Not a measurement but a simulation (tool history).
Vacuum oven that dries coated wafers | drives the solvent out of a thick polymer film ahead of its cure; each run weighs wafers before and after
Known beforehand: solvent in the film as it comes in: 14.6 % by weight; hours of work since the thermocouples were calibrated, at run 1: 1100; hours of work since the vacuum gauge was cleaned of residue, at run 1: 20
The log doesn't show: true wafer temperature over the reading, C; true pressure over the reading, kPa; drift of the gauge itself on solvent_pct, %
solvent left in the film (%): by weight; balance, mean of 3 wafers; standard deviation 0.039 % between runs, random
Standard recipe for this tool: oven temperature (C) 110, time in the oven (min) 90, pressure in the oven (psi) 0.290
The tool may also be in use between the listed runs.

run	day	oven temperature (C)	time in the oven (min)	pressure in the oven (psi)	hours of work since the thermocouples were calibrated	hours of work since the vacuum gauge was cleaned of residue	solvent left in the film (%)
1	0.000	110	90	0.290	1100	20	4.00
2	0.925	110	90	0.290	1115	35	3.97
3	1.896	110	90	0.290	1131	51	4.03
4	2.925	110	90	0.290	1148	68	4.08
5	3.642	110	99	0.290	1160	80	3.69
6	4.675	110	99	0.290	1177	97	3.75
# day 5.379: oven's thermocouples calibrated
7	5.733	123	99	0.290	6	113	1.71
8	6.958	110	90	0.290	26	134	3.75
9	7.942	110	113	0.290	42	150	2.89
10	8.492	110	113	0.290	52	159	2.94
11	9.546	110	90	0.242	69	177	3.74
12	10.408	110	90	0.242	83	191	3.69
13	11.462	110	90	0.290	101	208	3.81
14	12.517	110	90	0.290	118	226	3.79
15	13.192	110	90	0.290	129	237	3.86
16	14.158	110	90	0.290	145	253	3.86
17	15.125	110	90	0.290	161	269	3.87
18	16.254	110	90	0.290	180	288	3.83
19	16.862	110	90	0.290	190	298	3.85
20	17.504	110	90	0.290	201	308	3.85
21	18.692	110	90	0.290	221	328	3.81
22	19.771	110	90	0.290	238	346	3.82
23	20.608	110	158	0.290	252	360	1.87
24	21.329	124	158	0.290	264	372	0.70
25	22.221	95	90	0.290	279	386	6.51
26	22.962	95	90	0.290	291	399	6.55
27	24.146	95	90	0.290	311	418	6.41
28	25.396	95	54	0.290	332	439	8.21
29	26.504	106	75	0.935	350	457	6.24
30	27.121	96	105	0.935	360	468	7.05
31	28.083	96	105	0.935	376	484	7.12
32	29.279	96	105	0.935	396	503	7.06
33	29.929	96	105	0.935	407	514	7.04
34	30.571	100	134	0.429	417	525	4.35
35	31.567	119	129	0.290	434	541	1.43
36	32.367	116	95	0.555	447	555	3.15
37	32.950	122	92	0.522	457	564	2.44
38	33.888	118	124	0.202	472	580	1.57
39	34.738	114	124	0.273	486	594	2.18
40	35.846	121	72	0.289	505	612	3.19
41	36.608	121	72	0.289	517	625	3.16
42	37.112	106	65	0.476	526	633	6.21
43	38.179	110	84	0.824	543	651	5.00
44	39.046	110	90	0.384	558	665	4.07
45	40.212	102	147	0.361	577	685	3.53
46	40.967	100	134	0.290	590	697	4.12
47	41.554	120	59	0.290	599	707	4.19

Predict each of these 3 candidate next runs independently; none follows another, all start after run 47:
A	42.438	110	90	0.474	614	721	?
B	42.438	104	59	0.290	614	721	?
C	42.438	103	91	0.261	614	721	?

run	solvent left in the film (%)
A	4.30
B	6.72
C	5.11
With the hidden condition removed and each run's random variation left untouched, the same runs would have given:
run	solvent left in the film (%)
A	4.05
B	6.49
C	4.84
